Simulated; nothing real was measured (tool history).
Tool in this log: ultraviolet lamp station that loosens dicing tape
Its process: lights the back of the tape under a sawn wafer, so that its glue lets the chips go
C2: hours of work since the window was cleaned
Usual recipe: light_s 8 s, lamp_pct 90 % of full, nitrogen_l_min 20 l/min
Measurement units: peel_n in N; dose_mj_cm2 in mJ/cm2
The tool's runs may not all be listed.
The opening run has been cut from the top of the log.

{"run": 2, "hour": 82.7, "light_s": 8, "lamp_pct": 90, "nitrogen_l_min": 20, "hours of work of the lamp": 1229, "C2": 282, "peel_n": 0.478, "dose_mj_cm2": 242}
{"run": 3, "hour": 129.4, "light_s": 8, "lamp_pct": 90, "nitrogen_l_min": 20, "hours of work of the lamp": 1257, "C2": 309, "peel_n": 0.521, "dose_mj_cm2": 232}
{"run": 4, "hour": 199.8, "light_s": 8, "lamp_pct": 90, "nitrogen_l_min": 20, "hours of work of the lamp": 1299, "C2": 351, "peel_n": 0.547, "dose_mj_cm2": 224}
{"run": 5, "hour": 264.2, "light_s": 8, "lamp_pct": 86, "nitrogen_l_min": 20, "hours of work of the lamp": 1337, "C2": 389, "peel_n": 0.613, "dose_mj_cm2": 214}
{"run": 6, "hour": 358.1, "light_s": 8, "lamp_pct": 86, "nitrogen_l_min": 20, "hours of work of the lamp": 1393, "C2": 445, "peel_n": 0.622, "dose_mj_cm2": 204}
{"run": 7, "hour": 411.6, "light_s": 8, "lamp_pct": 86, "nitrogen_l_min": 20, "hours of work of the lamp": 1425, "C2": 477, "peel_n": 0.629, "dose_mj_cm2": 202}
{"hour": 431.3, "done": "window cleaned of glue's vapour"}
{"run": 8, "hour": 477.5, "light_s": 8, "lamp_pct": 97, "nitrogen_l_min": 20, "hours of work of the lamp": 1463, "C2": 27, "peel_n": 0.596, "dose_mj_cm2": 212}
{"run": 9, "hour": 569.3, "light_s": 15, "lamp_pct": 90, "nitrogen_l_min": 20, "hours of work of the lamp": 1518, "C2": 82, "peel_n": 0.203, "dose_mj_cm2": 363}
{"run": 10, "hour": 635.5, "light_s": 15, "lamp_pct": 90, "nitrogen_l_min": 20, "hours of work of the lamp": 1557, "C2": 121, "peel_n": 0.224, "dose_mj_cm2": 346}
{"run": 11, "hour": 689.5, "light_s": 15, "lamp_pct": 90, "nitrogen_l_min": 20, "hours of work of the lamp": 1589, "C2": 153, "peel_n": 0.227, "dose_mj_cm2": 340}
{"run": 12, "hour": 792.3, "light_s": 4, "lamp_pct": 90, "nitrogen_l_min": 20, "hours of work of the lamp": 1650, "C2": 214, "peel_n": 1.881, "dose_mj_cm2": 90}
{"run": 13, "hour": 880.9, "light_s": 8, "lamp_pct": 90, "nitrogen_l_min": 20, "hours of work of the lamp": 1703, "C2": 267, "peel_n": 0.875, "dose_mj_cm2": 175}
{"run": 14, "hour": 979.5, "light_s": 8, "lamp_pct": 90, "nitrogen_l_min": 20, "hours of work of the lamp": 1761, "C2": 326, "peel_n": 0.948, "dose_mj_cm2": 160}
{"hour": 1049.5, "done": "window cleaned of glue's vapour, once more"}
{"run": 15, "hour": 1049.5, "light_s": 8, "lamp_pct": 90, "nitrogen_l_min": 20, "hours of work of the lamp": 1803, "C2": 0, "peel_n": 0.477, "dose_mj_cm2": 244}
{"run": 16, "hour": 1095.7, "light_s": 8, "lamp_pct": 90, "nitrogen_l_min": 20, "hours of work of the lamp": 1830, "C2": 27, "peel_n": 0.456, "dose_mj_cm2": 242}
{"run": 17, "hour": 1148.7, "light_s": 8, "lamp_pct": 90, "nitrogen_l_min": 20, "hours of work of the lamp": 1862, "C2": 59, "peel_n": 0.49, "dose_mj_cm2": 237}
{"run": 18, "hour": 1207.7, "light_s": 8, "lamp_pct": 90, "nitrogen_l_min": 20, "hours of work of the lamp": 1897, "C2": 94, "peel_n": 0.484, "dose_mj_cm2": 233}
{"run": 19, "hour": 1281.8, "light_s": 8, "lamp_pct": 90, "nitrogen_l_min": 20, "hours of work of the lamp": 1941, "C2": 138, "peel_n": 0.549, "dose_mj_cm2": 229}
{"hour": 1363.6, "done": "lamp changed"}
{"run": 20, "hour": 1373.1, "light_s": 8, "lamp_pct": 90, "nitrogen_l_min": 20, "hours of work of the lamp": 6, "C2": 192, "peel_n": 0.341, "dose_mj_cm2": 285}
{"run": 21, "hour": 1427.2, "light_s": 8, "lamp_pct": 90, "nitrogen_l_min": 20, "hours of work of the lamp": 38, "C2": 224, "peel_n": 0.336, "dose_mj_cm2": 285}
{"run": 22, "hour": 1496.4, "light_s": 8, "lamp_pct": 90, "nitrogen_l_min": 12, "hours of work of the lamp": 79, "C2": 265, "peel_n": 0.533, "dose_mj_cm2": 280}
{"run": 23, "hour": 1574.7, "light_s": 8, "lamp_pct": 65, "nitrogen_l_min": 9, "hours of work of the lamp": 125, "C2": 311, "peel_n": 1.099, "dose_mj_cm2": 196}
{"run": 24, "hour": 1670.5, "light_s": 8, "lamp_pct": 65, "nitrogen_l_min": 9, "hours of work of the lamp": 182, "C2": 368, "peel_n": 1.154, "dose_mj_cm2": 189}
{"run": 25, "hour": 1737.9, "light_s": 6, "lamp_pct": 90, "nitrogen_l_min": 20, "hours of work of the lamp": 222, "C2": 408, "peel_n": 0.715, "dose_mj_cm2": 191}

The next listed run, before its measurement:
{"run": 26, "hour": 1783.5, "light_s": 10, "lamp_pct": 98, "nitrogen_l_min": 9, "hours of work of the lamp": 249, "C2": 435, "peel_n": "?", "dose_mj_cm2": "?"}

{"run 26": {"peel_n": 0.438, "dose_mj_cm2": 343}}
Had the tool carried no hidden state, the very same run would have given peel_n 0.288 N, dose_mj_cm2 422 mJ/cm2.

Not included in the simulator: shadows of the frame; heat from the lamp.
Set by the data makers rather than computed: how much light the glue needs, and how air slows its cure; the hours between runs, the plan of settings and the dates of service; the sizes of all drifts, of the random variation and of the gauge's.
